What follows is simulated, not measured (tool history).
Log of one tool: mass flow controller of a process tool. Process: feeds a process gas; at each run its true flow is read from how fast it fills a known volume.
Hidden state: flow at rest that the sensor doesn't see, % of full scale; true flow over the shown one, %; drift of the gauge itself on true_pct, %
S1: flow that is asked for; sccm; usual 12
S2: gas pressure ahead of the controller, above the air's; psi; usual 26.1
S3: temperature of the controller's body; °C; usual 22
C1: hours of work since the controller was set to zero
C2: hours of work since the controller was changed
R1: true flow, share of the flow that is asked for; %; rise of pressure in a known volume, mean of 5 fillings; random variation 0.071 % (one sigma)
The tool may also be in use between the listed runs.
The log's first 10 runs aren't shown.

{"run": 11, "hour": 866.4, "S1": 12, "S2": 26.1, "S3": 29, "C1": 3044, "C2": 3044, "R1": 100.62}
{"run": 12, "hour": 976.3, "S1": 12, "S2": 26.1, "S3": 29, "C1": 3105, "C2": 3105, "R1": 100.87}
{"run": 13, "hour": 1076.8, "S1": 12, "S2": 26.1, "S3": 29, "C1": 3161, "C2": 3161, "R1": 100.77}
{"run": 14, "hour": 1135.4, "S1": 12, "S2": 26.1, "S3": 23, "C1": 3193, "C2": 3193, "R1": 101.07}
{"run": 15, "hour": 1193.9, "S1": 12, "S2": 26.1, "S3": 30, "C1": 3226, "C2": 3226, "R1": 100.85}
{"run": 16, "hour": 1247.5, "S1": 12, "S2": 26.1, "S3": 30, "C1": 3256, "C2": 3256, "R1": 100.69}
{"run": 17, "hour": 1307.2, "S1": 19, "S2": 26.1, "S3": 22, "C1": 3289, "C2": 3289, "R1": 101.48}
{"run": 18, "hour": 1363.1, "S1": 12, "S2": 25.7, "S3": 26, "C1": 3320, "C2": 3320, "R1": 101.01}
{"run": 19, "hour": 1437.6, "S1": 3, "S2": 39.9, "S3": 31, "C1": 3361, "C2": 3361, "R1": 102.4}
{"run": 20, "hour": 1522.6, "S1": 3, "S2": 39.9, "S3": 35, "C1": 3408, "C2": 3408, "R1": 102.3}
{"run": 21, "hour": 1595.9, "S1": 13, "S2": 23.6, "S3": 36, "C1": 3449, "C2": 3449, "R1": 100.32}
{"run": 22, "hour": 1664.6, "S1": 6, "S2": 26.1, "S3": 35, "C1": 3487, "C2": 3487, "R1": 100.93}
{"run": 23, "hour": 1747.9, "S1": 14, "S2": 23.9, "S3": 22, "C1": 3534, "C2": 3534, "R1": 101.33}
{"run": 24, "hour": 1836.5, "S1": 4, "S2": 23.9, "S3": 34, "C1": 3583, "C2": 3583, "R1": 101.39}
{"run": 25, "hour": 1901.1, "S1": 6, "S2": 22.9, "S3": 34, "C1": 3619, "C2": 3619, "R1": 100.98}
{"run": 26, "hour": 2016.9, "S1": 6, "S2": 34.1, "S3": 33, "C1": 3683, "C2": 3683, "R1": 101.24}

Forecast run 27:
{"run": 27, "hour": 2116.1, "S1": 5, "S2": 34.1, "S3": 40, "C1": 3738, "C2": 3738, "R1": "?"}

Run 27 gave R1 101.12 %.
Without the tool's hidden state the same run would have given R1 98.36 %.
